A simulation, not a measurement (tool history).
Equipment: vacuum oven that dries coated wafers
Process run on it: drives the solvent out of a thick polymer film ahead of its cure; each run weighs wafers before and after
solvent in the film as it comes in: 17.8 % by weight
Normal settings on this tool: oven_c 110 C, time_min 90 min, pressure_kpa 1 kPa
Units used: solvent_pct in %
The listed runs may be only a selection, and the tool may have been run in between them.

run,day,oven_c,time_min,pressure_kpa,solvent_pct
1,0,110,90,1,3.18
2,1.079,102,90,1,4.68
3,1.996,102,90,1,4.63
4,3.162,110,90,0.69,2.99
5,4.429,110,90,0.69,2.95
6,5.733,107,90,1,3.69
7,6.688,110,90,1,3.16
8,7.333,110,56,1,5.44
9,8.346,110,56,1,5.43
10,9.604,110,102,1,2.67
11,10.246,109,102,1,2.82
12,11.538,109,102,1,2.82
13,12.475,109,102,1,2.82
14,13.671,110,90,1,3.16
15,14.567,110,60,1,5.04
16,15.429,110,60,1,5.06
17,16.792,124,60,1,2.67
18,17.792,124,60,1,2.67
19,18.988,109,60,1,5.2
20,19.921,110,49,1,6.06
21,21.254,110,49,1,6.08
22,22.412,110,61,0.72,4.83
23,23.742,110,61,0.72,4.81
24,24.542,110,61,0.72,4.82
25,25.162,110,60,1,5.02
26,26.458,101,104,0.71,3.88
27,27.333,112,151,2.01,1.94
28,28.412,112,151,2.01,1.96
29,29.096,110,99,1,2.77
30,30.392,110,99,1,2.76
31,31.079,110,99,1,2.73
32,31.721,117,60,1.21,3.85
33,32.558,117,60,1.21,3.83
34,33.442,116,100,0.64,1.72
35,34.05,116,100,0.64,1.71
# day 34.867: oven's thermocouples calibrated
36,35.175,110,56,0.8,5.36

Subtracting, for every run, the result it would have given without the tool's unlogged condition from the measured result gives the following. The same run-to-run variation enters both numbers; the gauge's scatter may not:
Hidden state at play: true wafer temperature over the reading, C; true pressure over the reading, kPa; drift of the gauge itself on solvent_pct, %.
run,solvent_pct
1,+0.04
2,+0.04
3,+0.04
4,+0.03
5,+0.03
6,+0.02
7,+0.03
8,+0.02
9,+0.02
10,+0.03
11,+0.02
12,+0.02
13,+0.02
14,+0.02
15,+0
16,+0
17,+0
18,+0
19,-0.01
20,-0.01
21,-0.01
22,-0.01
23,-0.01
24,-0.01
25,-0.02
26,+0
27,+0.02
28,+0.01
29,-0.01
30,+0
31,-0.01
32,-0.03
33,-0.04
34,+0
35,+0
36,+0.06

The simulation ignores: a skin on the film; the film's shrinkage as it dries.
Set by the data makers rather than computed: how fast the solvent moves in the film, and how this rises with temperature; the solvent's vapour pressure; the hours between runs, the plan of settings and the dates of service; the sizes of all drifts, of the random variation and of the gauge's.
